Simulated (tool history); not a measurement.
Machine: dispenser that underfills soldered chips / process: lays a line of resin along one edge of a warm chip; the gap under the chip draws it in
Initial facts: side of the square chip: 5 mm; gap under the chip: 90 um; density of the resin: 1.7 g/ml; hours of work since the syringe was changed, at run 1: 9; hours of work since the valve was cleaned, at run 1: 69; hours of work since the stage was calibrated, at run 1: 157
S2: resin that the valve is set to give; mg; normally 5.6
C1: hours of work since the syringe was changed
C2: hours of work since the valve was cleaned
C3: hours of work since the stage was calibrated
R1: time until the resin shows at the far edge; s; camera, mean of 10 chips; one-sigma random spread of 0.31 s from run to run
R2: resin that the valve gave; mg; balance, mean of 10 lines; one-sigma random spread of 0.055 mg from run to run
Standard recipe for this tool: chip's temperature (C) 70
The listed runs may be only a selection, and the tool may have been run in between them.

Run 1, hour 0: usual settings; C1 9; C2 69; C3 157. Result: R1 12 s, R2 5.23 mg.
At hour 2.3: new syringe of resin.
Run 2, hour 2.6: usual settings but chip's temperature (C) 55; C1 0; C2 71; C3 159. Result: R1 17.7 s, R2 5.03 mg.
Run 3, hour 6.5: usual settings but chip's temperature (C) 55; C1 3; C2 74; C3 162. Result: R1 18.8 s, R2 5.18 mg.
Run 4, hour 8.7: usual settings; C1 5; C2 75; C3 164. Result: R1 10.1 s, R2 5.25 mg.
Run 5, hour 12.7: usual settings but S2 6.82 mg; C1 8; C2 78; C3 167. Result: R1 10.9 s, R2 6.25 mg.
Run 6, hour 15.5: usual settings; C1 10; C2 81; C3 169. Result: R1 12.5 s, R2 5.13 mg.
At hour 16.3: new syringe of resin.
Run 7, hour 19.9: usual settings; C1 3; C2 84; C3 172. Result: R1 9.9 s, R2 5.16 mg.
Run 8, hour 24.6: usual settings; C1 6; C2 87; C3 175. Result: R1 10.7 s, R2 5.24 mg.
Run 9, hour 27.8: usual settings; C1 9; C2 89; C3 178. Result: R1 11.9 s, R2 5.15 mg.
At hour 30.5: new syringe of resin.
Run 10, hour 32.6: usual settings; C1 2; C2 93; C3 181. Result: R1 9.1 s, R2 5.13 mg.
Run 11, hour 35.2: usual settings; C1 4; C2 95; C3 183. Result: R1 9.1 s, R2 5.1 mg.
Run 12, hour 40.1: usual settings; C1 7; C2 98; C3 187. Result: R1 10.7 s, R2 5.1 mg.
Run 13, hour 42.6: usual settings but S2 6.04 mg; C1 9; C2 100; C3 189. Result: R1 11 s, R2 5.52 mg.
At hour 44.4: new syringe of resin.
Run 14, hour 47.1: usual settings but S2 6.04 mg; C1 2; C2 103; C3 192. Result: R1 8.9 s, R2 5.35 mg.
Run 15, hour 51.1: usual settings but chip's temperature (C) 83; C1 5; C2 106; C3 195. Result: R1 5.7 s, R2 5.04 mg.
Run 16, hour 55.2: usual settings but chip's temperature (C) 83; C1 8; C2 109; C3 198. Result: R1 6.1 s, R2 4.93 mg.
Run 17, hour 57.4: usual settings; C1 10; C2 111; C3 199. Result: R1 11.4 s, R2 4.93 mg.
At hour 58.6: new syringe of resin.
Run 18, hour 60.3: usual settings; C1 1; C2 113; C3 201. Result: R1 8.8 s, R2 4.96 mg.
Run 19, hour 62.9: usual settings but S2 4.93 mg; C1 3; C2 115; C3 203. Result: R1 9.5 s, R2 4.32 mg.
Run 20, hour 67.8: usual settings but chip's temperature (C) 75, S2 5.01 mg; C1 7; C2 119; C3 207. Result: R1 9.2 s, R2 4.38 mg.
Run 21, hour 70.7: usual settings but chip's temperature (C) 81, S2 6.97 mg; C1 9; C2 121; C3 209. Result: R1 6.7 s, R2 6.1 mg.
At hour 72.7: new syringe of resin.
Run 22, hour 74.3: usual settings but chip's temperature (C) 81, S2 5.98 mg; C1 1; C2 123; C3 212. Result: R1 4.8 s, R2 5.31 mg.
Run 23, hour 78.7: usual settings but chip's temperature (C) 73; C1 4; C2 126; C3 215. Result: R1 8.3 s, R2 4.95 mg.
Run 24, hour 83.5: usual settings but chip's temperature (C) 73, S2 7.04 mg; C1 8; C2 130; C3 218. Result: R1 9 s, R2 6.19 mg.
At hour 86.9: new syringe of resin.
Run 25, hour 88.2: usual settings but chip's temperature (C) 62, S2 5.67 mg; C1 1; C2 133; C3 222. Result: R1 12.4 s, R2 4.88 mg.
Run 26, hour 91.4: usual settings but chip's temperature (C) 76, S2 5.17 mg; C1 3; C2 136; C3 224. Result: R1 7.7 s, R2 4.51 mg.
Run 27, hour 96.4: usual settings but chip's temperature (C) 84, S2 5.8 mg; C1 7; C2 139; C3 228. Result: R1 5.6 s, R2 4.96 mg.
At hour 99.4: dispensing valve cleaned and set on the balance.
Run 28, hour 99.9: usual settings but chip's temperature (C) 64; C1 9; C2 0; C3 230. Result: R1 14.9 s, R2 5.61 mg.
At hour 102.1: new syringe of resin.
Run 29, hour 103.9: usual settings but chip's temperature (C) 83, S2 5.26 mg; C1 1; C2 3; C3 232. Result: R1 5.4 s, R2 5.36 mg.
Run 30, hour 106.1: usual settings but chip's temperature (C) 81, S2 5.27 mg; C1 3; C2 5; C3 234. Result: R1 6.2 s, R2 5.29 mg.
Run 31, hour 108.6: usual settings but chip's temperature (C) 81, S2 5.27 mg; C1 5; C2 7; C3 236. Result: R1 6.4 s, R2 5.24 mg.
Run 32, hour 113.8: usual settings but S2 5.15 mg; C1 9; C2 11; C3 240. Result: R1 11.1 s, R2 5.06 mg.
At hour 116.2: new syringe of resin.
Run 33, hour 116.3: usual settings but chip's temperature (C) 55, S2 6.98 mg; C1 0; C2 12; C3 241. Result: R1 16.5 s, R2 6.94 mg.
Run 34, hour 119.6: usual settings but S2 5.08 mg; C1 3; C2 15; C3 244. Result: R1 9.8 s, R2 5.05 mg.
Run 35, hour 123.3: usual settings but S2 5.08 mg; C1 5; C2 17; C3 247. Result: R1 10 s, R2 4.98 mg.
Run 36, hour 127.2: usual settings but S2 5.08 mg; C1 8; C2 20; C3 250. Result: R1 11.2 s, R2 5.07 mg.
At hour 130.3: new syringe of resin.
Run 37, hour 131.6: usual settings but S2 5.08 mg; C1 1; C2 23; C3 253. Result: R1 8.4 s, R2 4.97 mg.

Measured result minus the same run's result without the hidden state. Both carry the same run-to-run variation, though not necessarily the same gauge scatter:
The tool's hidden condition here consists of: resin's viscosity, % of fresh resin's; dose that the valve gives, % of what is set; true chip temperature over the reading, C; drift of the gauge itself on fill_s, %; drift of the gauge itself on given_mg, %.
run    R1     R2
  1  +3.2  -0.38
  2    +0  -0.39
  3    +2  -0.41
  4  +1.6  -0.42
  5  +2.7  -0.53
  6  +3.7  -0.44
  7    +1  -0.46
  8  +2.4  -0.48
  9  +3.4  -0.49
 10  +0.4  -0.51
 11  +1.1  -0.53
 12  +2.4  -0.54
 13  +3.1  -0.59
 14  +0.4  -0.61
 15  +0.9  -0.58
 16  +1.5   -0.6
 17  +3.4  -0.61
 18  +0.3  -0.63
 19  +1.1  -0.56
 20  +2.1  -0.58
 21  +1.9  -0.83
 22  +0.2  -0.72
 23  +1.2  -0.69
 24  +2.2   -0.9
 25  +0.2  -0.74
 26  +0.8  -0.69
 27  +1.3  -0.79
 28  +3.7     +0
 29    +0  -0.02
 30  +0.4  -0.02
 31  +0.7  -0.03
 32  +2.7  -0.04
 33  -0.7  -0.08
 34  +0.6  -0.07
 35  +1.5  -0.08
 36  +2.7   -0.1
 37  -0.1  -0.11
